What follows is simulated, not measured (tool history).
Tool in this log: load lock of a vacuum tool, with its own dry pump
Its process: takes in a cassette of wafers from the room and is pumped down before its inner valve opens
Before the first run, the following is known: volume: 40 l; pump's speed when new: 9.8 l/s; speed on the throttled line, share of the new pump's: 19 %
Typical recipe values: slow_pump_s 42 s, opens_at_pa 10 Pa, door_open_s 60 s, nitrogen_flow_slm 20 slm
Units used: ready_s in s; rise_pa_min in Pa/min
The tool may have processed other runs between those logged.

| run | hour | slow_pump_s | opens_at_pa | door_open_s | nitrogen_flow_slm | incoming humidity of the room's air, % | ready_s | rise_pa_min |
|---|---|---|---|---|---|---|---|---|
| 1 | 0.0 | 42 | 10 | 60 | 20 | 45.9 | 71.7 | 0.425 |
| 2 | 152.6 | 42 | 10 | 60 | 20 | 44.5 | 71.5 | 0.434 |
| 3 | 427.0 | 42 | 10 | 60 | 20 | 42.9 | 71.7 | 0.468 |
| 4 | 772.0 | 42 | 10 | 60 | 20 | 46.4 | 72.0 | 0.495 |
| 5 | 1112.9 | 42 | 10 | 60 | 20 | 44.4 | 73.1 | 0.513 |
| 6 | 1390.7 | 42 | 10 | 60 | 20 | 46.6 | 72.7 | 0.542 |
| 7 | 1705.8 | 42 | 10 | 60 | 20 | 45.9 | 72.3 | 0.562 |
| 8 | 2048.9 | 42 | 10 | 60 | 20 | 44.3 | 73.8 | 0.611 |
| 9 | 2390.2 | 42 | 10 | 48 | 20 | 46.1 | 73.6 | 0.633 |
| 10 | 2680.2 | 42 | 10 | 60 | 7 | 45.4 | 73.3 | 0.681 |
| 11 | 3011.5 | 42 | 10 | 60 | 7 | 46.3 | 73.5 | 0.723 |
| 12 | 3354.7 | 42 | 10 | 60 | 20 | 46.1 | 73.5 | 0.732 |
| 13 | 3566.4 | 42 | 10 | 60 | 20 | 47.6 | 73.6 | 0.748 |
| 14 | 3873.4 | 42 | 10 | 60 | 20 | 42.7 | 72.6 | 0.028 |
| 15 | 4214.5 | 42 | 10 | 60 | 20 | 44.5 | 73.9 | 0.029 |
| 16 | 4510.6 | 42 | 10 | 60 | 20 | 50.3 | 73.8 | 0.037 |
| 17 | 4857.5 | 42 | 18 | 60 | 20 | 44.1 | 71.7 | 0.049 |
| 18 | 5122.5 | 51 | 18 | 60 | 6 | 44.2 | 77.6 | 0.067 |
| 19 | 5395.8 | 51 | 18 | 60 | 6 | 44.1 | 78.9 | 0.079 |
| 20 | 5698.7 | 51 | 7 | 60 | 5 | 47.0 | 83.6 | 0.091 |
| 21 | 5839.8 | 51 | 7 | 60 | 5 | 43.6 | 83.0 | 0.093 |
| 22 | 6125.2 | 42 | 10 | 83 | 20 | 44.6 | 73.6 | 0.091 |
| 23 | 6469.3 | 24 | 8 | 33 | 14 | 40.6 | 61.2 | 0.097 |
| 24 | 6639.3 | 33 | 10 | 60 | 20 | 43.2 | 68.2 | 0.098 |
| 25 | 6899.6 | 65 | 10 | 60 | 20 | 48.6 | 92.8 | 0.121 |
| 26 | 7089.8 | 65 | 10 | 60 | 20 | 44.6 | 93.5 | 0.119 |
| 27 | 7234.4 | 65 | 10 | 60 | 20 | 42.6 | 92.5 | 0.124 |
| 28 | 7451.2 | 65 | 10 | 60 | 20 | 43.6 | 92.4 | 0.141 |
| 29 | 7693.2 | 77 | 14 | 138 | 23 | 47.1 | 100.2 | 0.156 |
| 30 | 7859.0 | 77 | 14 | 138 | 23 | 44.8 | 99.6 | 0.158 |
| 31 | 8082.0 | 77 | 14 | 138 | 6 | 47.6 | 102.3 | 0.197 |
| 32 | 8288.6 | 77 | 14 | 138 | 6 | 45.0 | 102.2 | 0.203 |
| 33 | 8521.9 | 42 | 11 | 28 | 20 | 47.7 | 75.1 | 0.183 |

Withheld: 1 entry from between the runs. Position of each, and hidden state at the listed run before versus the listed run after:
Logged between run 13 and run 14: door's seal changed, seat wiped (hour 3716.9)
  pump's speed, % of a new pump's: 95.5 -> 95.1; leak at the door's seal, Pa l/s: 0.4919 -> 0.0048
  measured value less the no-hidden-state value, ready_s: +1.5 -> +1.5 s; rise_pa_min: +0.729 -> +0.004 Pa/min
